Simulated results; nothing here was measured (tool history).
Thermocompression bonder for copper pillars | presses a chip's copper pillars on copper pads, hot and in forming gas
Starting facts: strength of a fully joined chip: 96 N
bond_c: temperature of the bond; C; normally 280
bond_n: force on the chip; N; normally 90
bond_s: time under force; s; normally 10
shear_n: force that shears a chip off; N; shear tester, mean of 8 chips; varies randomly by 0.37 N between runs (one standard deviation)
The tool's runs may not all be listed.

run   hour  bond_c  bond_n  bond_s  shear_n
  1    0.0     280      90      10     38.8
  2   11.8     280      90      24     53.4
  3   31.8     280      90      10     38.9
  4   51.9     280      90      10     39.8
  5   66.4     280      90      10     39.2
  6   79.0     280      90      10     39.7
  7   96.4     280      74      10     34.0
  8  119.3     280      71      10     33.7
     131.4  -- forming gas filter changed
  9  139.9     280      90      29     56.9
 10  154.4     280      90      29     56.5
 11  171.5     280      90      29     56.1

For run 12, what comes out?
 12  187.2     252      87      19        ?

shear_n: 30.5 N
Without the tool's hidden state the same run would have given shear_n 30.6 N.
